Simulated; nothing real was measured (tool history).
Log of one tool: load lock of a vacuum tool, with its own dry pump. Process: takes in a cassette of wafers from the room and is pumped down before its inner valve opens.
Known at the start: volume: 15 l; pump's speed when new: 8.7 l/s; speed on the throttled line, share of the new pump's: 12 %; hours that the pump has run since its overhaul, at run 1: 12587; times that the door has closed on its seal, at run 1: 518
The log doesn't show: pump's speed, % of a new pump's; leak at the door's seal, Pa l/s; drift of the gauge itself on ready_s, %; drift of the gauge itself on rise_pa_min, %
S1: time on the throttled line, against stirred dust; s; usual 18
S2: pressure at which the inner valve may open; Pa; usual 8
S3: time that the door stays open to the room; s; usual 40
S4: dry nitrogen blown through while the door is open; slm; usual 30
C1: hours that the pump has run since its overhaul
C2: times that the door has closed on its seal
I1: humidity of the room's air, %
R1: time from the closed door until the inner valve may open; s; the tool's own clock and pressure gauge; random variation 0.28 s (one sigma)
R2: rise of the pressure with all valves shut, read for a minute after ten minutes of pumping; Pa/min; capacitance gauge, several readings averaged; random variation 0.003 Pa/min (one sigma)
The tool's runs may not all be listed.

run     hour  S1  S2   S3  S4     C1     C2    I1    R1     R2
  1        0  18   8   40  30  12587    518  46.2    33  0.061
  2      224  18   8   40   8  12811   1061  43.7  33.3   0.09
  3    470.6  18   8   40   8  13058   1659  46.3  33.4  0.096
  4    704.9  18   8   26  30  13292   2227  48.7  33.3  0.078
  5      904  18   8   26  30  13491   2709  44.2  33.2  0.081
  6   1091.7  30   8   26  30  13679   3164  46.4  43.5  0.086
  7   1404.4  18   8   40  30  13992   3922  45.8  33.5  0.109
  8   1822.8  18   8   40  30  14410   4937  48.4  33.7  0.132
  9   2145.3  17   8   40  30  14733   5718  46.2  32.4  0.141
 10   2463.7  10   8   40  30  15051   6490  44.4  26.9  0.158
 11   2778.8  10   8   40  30  15366   7254  45.9  26.4   0.18
 12   3013.2  18   8  170  30  15601   7822  44.8  33.5  0.222
 13     3285  18   8  170  30  15872   8481  43.8  33.5  0.235
 14   3703.2  18   8   40  30  16291   9495  44.2  34.3   0.24
 15     3981  18   8   40  30  16568  10168  47.3  33.8   0.26
 16   4188.4  18   8   40  30  16776  10671  42.8  33.3  0.276
 17   4621.2  18   8   40  30  17209  11720  46.3  33.1  0.306
 18   4913.9  18   8   40  30  17501  12429  46.2  33.6  0.327
 19   5186.4  18  12   48  30  17774  13090  44.3  32.5  0.356
 20   5417.9  18  13   93  26  18005  13651  45.5  32.8  0.392
 21   5617.4  18  13   93  26  18205  14134  43.5  32.7  0.418
 22   5926.5  18  13   93  26  18514  14884  47.1  32.6  0.442
 23   6116.4  18   8  196  15  18704  15344    47  33.5  0.513
 24   6477.5  25   8   82  15  19065  16219  45.9    40   0.52
 25   6707.7  12   9  205   5  19295  16777  46.2  28.5    0.6
 26     6920  18  15   40   9  19507  17292  47.3    33   0.57
 27   7302.3  18  15   40   9  19890  18219  44.4  32.4  0.591
 28   7541.8  18  15   40   9  20129  18799  42.8  32.5  0.633
 29   7784.9  18   8   40  13  20372  19389  42.1  33.9   0.64
 30   8014.9  18  12   40  30  20602  19946  41.7    33  0.658
      8186.8  -- door's seal changed, seat wiped
 31   8457.6  18  12   40  30  21044    656  45.8  33.1  0.059
 32   8799.2  18  12   40  30  21385   1485  40.9  32.8  0.069
 33     9195  24  10   30  22  21781   2444    41  38.5  0.079
 34   9452.9  24  10   30  22  22039   3069  45.5  39.2  0.096
 35   9751.7  24   7  155  22  22338   3793  48.3  39.9  0.141
      9861.4  -- dry pump taken out, an overhauled one fitted
 36  10065.1  18  11  110  30    204   4538  42.6  31.8  0.125

Measured less the same run without the tool's hidden state. The same run-to-run variation is in both; the gauge's scatter may not be:
run    R1      R2
  1  +0.9  +0.009
  2  +0.9  +0.014
  3    +1  +0.022
  4  +0.9   +0.03
  5  +0.9  +0.036
  6  +0.9  +0.043
  7  +1.1  +0.057
  8  +1.1  +0.075
  9  +1.1  +0.091
 10  +1.2  +0.109
 11  +1.2  +0.127
 12  +1.2  +0.142
 13  +1.2   +0.16
 14  +1.2  +0.185
 15  +1.2  +0.206
 16  +1.2  +0.222
 17  +1.3  +0.253
 18  +1.3  +0.278
 19  +1.3  +0.306
 20  +1.3  +0.326
 21  +1.4  +0.347
 22  +1.3  +0.373
 23  +1.4  +0.399
 24  +1.4   +0.44
 25  +1.6  +0.462
 26  +1.4  +0.488
 27  +1.4  +0.517
 28  +1.5  +0.563
 29  +1.7  +0.579
 30  +1.6  +0.608
 31  +1.6   +0.01
 32  +1.7  +0.021
 33  +1.6  +0.033
 34  +1.7  +0.044
 35  +1.8  +0.053
 36    +0  +0.064
